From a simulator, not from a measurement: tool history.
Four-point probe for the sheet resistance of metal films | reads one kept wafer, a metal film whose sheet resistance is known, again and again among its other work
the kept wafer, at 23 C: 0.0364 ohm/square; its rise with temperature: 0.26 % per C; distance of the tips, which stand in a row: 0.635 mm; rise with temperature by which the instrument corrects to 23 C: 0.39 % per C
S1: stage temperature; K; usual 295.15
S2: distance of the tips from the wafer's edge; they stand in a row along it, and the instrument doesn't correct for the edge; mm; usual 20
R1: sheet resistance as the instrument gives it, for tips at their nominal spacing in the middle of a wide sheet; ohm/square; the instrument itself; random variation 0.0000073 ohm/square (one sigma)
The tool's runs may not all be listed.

{"run": 1, "hour": 0.0, "S1": 295.15, "S2": 20, "R1": 0.036465}
{"run": 2, "hour": 11.4, "S1": 292.15, "S2": 20, "R1": 0.036604}
{"run": 3, "hour": 27.8, "S1": 292.15, "S2": 20, "R1": 0.036601}
{"run": 4, "hour": 36.3, "S1": 292.15, "S2": 20, "R1": 0.036597}
{"run": 5, "hour": 48.2, "S1": 295.15, "S2": 20, "R1": 0.036468}
{"run": 6, "hour": 59.4, "S1": 295.15, "S2": 20, "R1": 0.036477}
{"run": 7, "hour": 67.1, "S1": 295.15, "S2": 20, "R1": 0.036455}
{"run": 8, "hour": 77.1, "S1": 300.15, "S2": 20, "R1": 0.036254}
{"run": 9, "hour": 93.4, "S1": 300.15, "S2": 20, "R1": 0.036243}
{"run": 10, "hour": 109.2, "S1": 300.15, "S2": 35, "R1": 0.036228}
{"run": 11, "hour": 121.7, "S1": 300.15, "S2": 35, "R1": 0.036227}
{"run": 12, "hour": 130.1, "S1": 300.15, "S2": 35, "R1": 0.036223}
{"run": 13, "hour": 144.1, "S1": 307.15, "S2": 20, "R1": 0.03595}
{"run": 14, "hour": 163.1, "S1": 307.15, "S2": 20, "R1": 0.035952}
{"run": 15, "hour": 172.5, "S1": 294.15, "S2": 20, "R1": 0.036517}
{"run": 16, "hour": 189.6, "S1": 294.15, "S2": 20, "R1": 0.036497}
{"run": 17, "hour": 202.7, "S1": 294.15, "S2": 20, "R1": 0.036509}
{"run": 18, "hour": 220.1, "S1": 294.15, "S2": 20, "R1": 0.036505}
{"run": 19, "hour": 230.5, "S1": 294.15, "S2": 20, "R1": 0.036506}
{"run": 20, "hour": 246.1, "S1": 294.15, "S2": 20, "R1": 0.03651}
{"run": 21, "hour": 260.2, "S1": 295.15, "S2": 66, "R1": 0.036447}
{"run": 22, "hour": 276.9, "S1": 295.15, "S2": 66, "R1": 0.036452}
{"run": 23, "hour": 291.2, "S1": 292.15, "S2": 20, "R1": 0.036608}
{"run": 24, "hour": 309.9, "S1": 292.15, "S2": 20, "R1": 0.036597}
{"run": 25, "hour": 320.0, "S1": 304.15, "S2": 20, "R1": 0.036077}
{"run": 26, "hour": 338.7, "S1": 304.15, "S2": 20, "R1": 0.036082}
{"run": 27, "hour": 351.6, "S1": 296.15, "S2": 20, "R1": 0.036423}
{"run": 28, "hour": 362.9, "S1": 292.15, "S2": 5, "R1": 0.036901}
{"run": 29, "hour": 382.1, "S1": 292.15, "S2": 5, "R1": 0.036897}
{"run": 30, "hour": 400.4, "S1": 297.15, "S2": 4, "R1": 0.036846}
{"run": 31, "hour": 415.8, "S1": 297.15, "S2": 54, "R1": 0.036353}
{"run": 32, "hour": 429.2, "S1": 303.15, "S2": 12, "R1": 0.03615}
{"run": 33, "hour": 444.1, "S1": 308.15, "S2": 4, "R1": 0.036379}
{"run": 34, "hour": 462.2, "S1": 308.15, "S2": 9, "R1": 0.035988}
{"run": 35, "hour": 475.3, "S1": 295.15, "S2": 9, "R1": 0.036551}
{"run": 36, "hour": 490.3, "S1": 295.15, "S2": 9, "R1": 0.036525}
{"run": 37, "hour": 506.6, "S1": 292.15, "S2": 7, "R1": 0.036746}
{"run": 38, "hour": 519.5, "S1": 292.15, "S2": 7, "R1": 0.03675}
{"run": 39, "hour": 538.2, "S1": 300.15, "S2": 7, "R1": 0.036383}
{"run": 40, "hour": 556.8, "S1": 300.15, "S2": 7, "R1": 0.036374}
{"run": 41, "hour": 571.5, "S1": 292.15, "S2": 12, "R1": 0.036626}
{"run": 42, "hour": 586.8, "S1": 291.15, "S2": 28, "R1": 0.03664}
{"run": 43, "hour": 601.7, "S1": 305.15, "S2": 34, "R1": 0.036023}
{"run": 44, "hour": 620.7, "S1": 294.15, "S2": 48, "R1": 0.036493}
{"run": 45, "hour": 639.4, "S1": 298.15, "S2": 10, "R1": 0.036389}
{"run": 46, "hour": 656.7, "S1": 306.15, "S2": 26, "R1": 0.035985}

3 ways to go on from here, each from the tool as it stands after run 46. What would each give?
{"run": "A", "hour": 666.6, "S1": 292.15, "S2": 20, "R1": "?"}
{"run": "B", "hour": 666.6, "S1": 295.15, "S2": 35, "R1": "?"}
{"run": "C", "hour": 666.6, "S1": 305.15, "S2": 24, "R1": "?"}

run=A R1=0.03661
run=B R1=0.036457
run=C R1=0.036015
Without the tool's hidden state the same runs would have given:
run=A R1=0.036611
run=B R1=0.036458
run=C R1=0.036015
